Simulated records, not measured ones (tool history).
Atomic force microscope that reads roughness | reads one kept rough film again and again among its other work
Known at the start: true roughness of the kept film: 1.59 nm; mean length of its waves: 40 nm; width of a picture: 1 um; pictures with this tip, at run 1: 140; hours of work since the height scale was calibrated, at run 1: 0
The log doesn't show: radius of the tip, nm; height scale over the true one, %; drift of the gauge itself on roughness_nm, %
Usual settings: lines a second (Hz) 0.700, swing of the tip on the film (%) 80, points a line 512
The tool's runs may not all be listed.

run,hour,lines a second (Hz),swing of the tip on the film (%),points a line,pictures with this tip,hours of work since the height scale was calibrated,roughness of the kept film (nm (root mean square))
1,0.0,0.700,80,512,140,0,1.400
2,10.7,0.700,80,512,150,6,1.409
3,20.3,0.700,80,512,158,11,1.392
4,31.8,0.927,80,512,167,17,1.387
5,45.7,1.784,80,512,179,24,1.328
6,57.6,0.700,80,512,189,31,1.394
7,67.3,0.700,80,512,197,36,1.384
8,75.1,0.700,80,512,204,40,1.378
9,84.1,0.700,68,512,212,45,1.410
10,92.3,0.700,67,512,218,49,1.400
11,106.6,0.700,87,834,231,56,1.346

Forecast each of these 5 alternatives for the next run:
A,113.5,3.623,70,468,236,60,?
B,113.5,0.700,89,834,236,60,?
C,113.5,0.700,59,834,236,60,?
D,113.5,3.504,80,512,236,60,?
E,113.5,2.543,87,683,236,60,?

run,roughness of the kept film (nm (root mean square))
A,1.253
B,1.345
C,1.408
D,1.208
E,1.188
Without the tool's hidden state the same runs would have given:
run,roughness of the kept film (nm (root mean square))
A,1.370
B,1.468
C,1.537
D,1.319
E,1.298

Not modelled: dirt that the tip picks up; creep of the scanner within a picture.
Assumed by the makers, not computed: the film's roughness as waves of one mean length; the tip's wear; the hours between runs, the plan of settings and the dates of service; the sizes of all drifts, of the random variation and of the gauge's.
